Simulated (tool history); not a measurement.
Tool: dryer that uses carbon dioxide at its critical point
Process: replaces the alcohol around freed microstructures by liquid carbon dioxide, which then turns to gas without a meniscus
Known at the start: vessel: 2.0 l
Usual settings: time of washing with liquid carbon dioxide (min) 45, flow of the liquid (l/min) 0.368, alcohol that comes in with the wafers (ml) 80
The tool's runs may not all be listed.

run	hour	time of washing with liquid carbon dioxide (min)	flow of the liquid (l/min)	alcohol that comes in with the wafers (ml)	alcohol left in the vessel before it's heated (ppm by volume)
1	0.0	45	0.368	80	213
2	14.0	45	0.368	80	228
3	21.4	45	0.368	80	214
4	30.6	45	0.262	80	975
5	47.6	45	0.368	80	205
# hour 56.5: inlet filter changed
6	58.1	45	0.368	80	120
7	69.6	42	0.368	80	176
8	82.5	45	0.368	83	131
9	93.1	56	0.234	73	377
10	101.6	51	0.621	73	17
11	117.9	32	0.368	38	317

5 ways to go on from here, each from the tool as it stands after run 11. What would each give?
A	129.7	34	0.380	64	?
B	129.7	37	0.288	80	?
C	129.7	30	0.263	26	?
D	129.7	29	0.363	99	?
E	129.7	32	0.368	120	?

run	alcohol left in the vessel before it's heated (ppm by volume)
A	349
B	934
C	828
D	1181
E	939
Without the tool's hidden state the same runs would have given:
run	alcohol left in the vessel before it's heated (ppm by volume)
A	319
B	887
C	791
D	1127
E	890
